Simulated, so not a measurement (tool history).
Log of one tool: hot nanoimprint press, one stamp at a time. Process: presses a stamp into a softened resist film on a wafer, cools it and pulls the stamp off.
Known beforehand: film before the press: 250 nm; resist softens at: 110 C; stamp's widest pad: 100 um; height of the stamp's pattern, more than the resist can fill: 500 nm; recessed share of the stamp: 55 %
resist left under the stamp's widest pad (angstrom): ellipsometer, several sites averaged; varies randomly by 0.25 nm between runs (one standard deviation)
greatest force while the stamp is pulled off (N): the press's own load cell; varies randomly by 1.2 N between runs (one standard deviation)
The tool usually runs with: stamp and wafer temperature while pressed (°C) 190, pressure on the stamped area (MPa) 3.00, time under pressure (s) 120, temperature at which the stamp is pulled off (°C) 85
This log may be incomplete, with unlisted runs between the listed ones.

| run | day | stamp and wafer temperature while pressed (°C) | pressure on the stamped area (MPa) | time under pressure (s) | temperature at which the stamp is pulled off (°C) | resist left under the stamp's widest pad (angstrom) | greatest force while the stamp is pulled off (N) |
|---|---|---|---|---|---|---|---|
| 1 | 0.000 | 190 | 3.00 | 120 | 85 | 1317 | 118 |
|  | 0.925 | press's hydraulic seals changed and the load cell set to zero |
|  | 2.346 | stamp cleaned and given a new release coat |
| 2 | 2.746 | 190 | 3.00 | 120 | 81 | 1319 | 131 |
| 3 | 4.200 | 190 | 3.00 | 120 | 81 | 1324 | 132 |
| 4 | 6.675 | 190 | 3.00 | 120 | 85 | 1315 | 119 |
| 5 | 7.721 | 190 | 3.00 | 120 | 85 | 1316 | 119 |
| 6 | 10.096 | 190 | 3.00 | 120 | 85 | 1321 | 118 |
|  | 11.104 | stamp cleaned and given a new release coat |
| 7 | 12.688 | 190 | 3.00 | 120 | 85 | 1318 | 117 |
| 8 | 13.796 | 190 | 2.59 | 120 | 85 | 1424 | 119 |
| 9 | 15.471 | 190 | 2.59 | 196 | 85 | 1229 | 118 |
| 10 | 16.846 | 196 | 2.59 | 196 | 85 | 1024 | 118 |
|  | 17.483 | plate thermocouple calibrated |
| 11 | 18.900 | 196 | 2.59 | 196 | 85 | 1024 | 119 |
|  | 20.021 | stamp cleaned and given a new release coat |
| 12 | 21.367 | 196 | 2.59 | 196 | 85 | 1023 | 117 |
| 13 | 22.650 | 196 | 2.59 | 196 | 85 | 1024 | 119 |
| 14 | 23.754 | 190 | 3.00 | 120 | 85 | 1319 | 119 |
| 15 | 25.412 | 190 | 3.00 | 120 | 85 | 1319 | 117 |
| 16 | 26.438 | 184 | 1.86 | 103 | 85 | 1949 | 116 |
| 17 | 27.808 | 184 | 1.86 | 103 | 85 | 1956 | 119 |
|  | 28.829 | stamp cleaned and given a new release coat |
| 18 | 30.388 | 192 | 3.00 | 129 | 85 | 1215 | 119 |
| 19 | 32.767 | 192 | 3.00 | 129 | 85 | 1218 | 119 |
| 20 | 34.054 | 192 | 3.00 | 129 | 85 | 1215 | 119 |
| 21 | 35.788 | 186 | 3.00 | 129 | 86 | 1456 | 115 |
|  | 37.554 | stamp cleaned and given a new release coat |
| 22 | 37.992 | 186 | 3.00 | 129 | 86 | 1449 | 114 |
| 23 | 39.596 | 186 | 3.00 | 129 | 86 | 1449 | 114 |
| 24 | 41.308 | 190 | 3.00 | 120 | 70 | 1318 | 169 |
| 25 | 43.196 | 183 | 1.88 | 83 | 83 | 2055 | 124 |
| 26 | 45.188 | 183 | 1.88 | 173 | 90 | 1792 | 101 |
|  | 46.308 | stamp cleaned and given a new release coat |
| 27 | 46.629 | 190 | 3.00 | 214 | 70 | 1098 | 171 |
| 28 | 47.917 | 184 | 3.00 | 219 | 70 | 1319 | 170 |
| 29 | 49.012 | 189 | 2.80 | 72 | 74 | 1611 | 156 |
|  | 50.362 | plate thermocouple calibrated |
| 30 | 51.454 | 189 | 2.80 | 72 | 74 | 1618 | 158 |

4 ways to go on from here, each from the tool as it stands after run 30. What would each give?
| A | 53.746 | 187 | 2.90 | 72 | 74 | ? | ? |
| B | 53.746 | 190 | 3.00 | 120 | 78 | ? | ? |
| C | 53.746 | 184 | 3.00 | 84 | 78 | ? | ? |
| D | 53.746 | 198 | 3.52 | 72 | 91 | ? | ? |

| run | resist left under the stamp's widest pad (angstrom) | greatest force while the stamp is pulled off (N) |
|---|---|---|
| A | 1672 | 154 |
| B | 1324 | 144 |
| C | 1714 | 140 |
| D | 1124 | 96 |
Had the tool no hidden state, the same runs would have come out as:
| run | resist left under the stamp's widest pad (angstrom) | greatest force while the stamp is pulled off (N) |
|---|---|---|
| A | 1672 | 154 |
| B | 1324 | 143 |
| C | 1713 | 140 |
| D | 1124 | 95 |
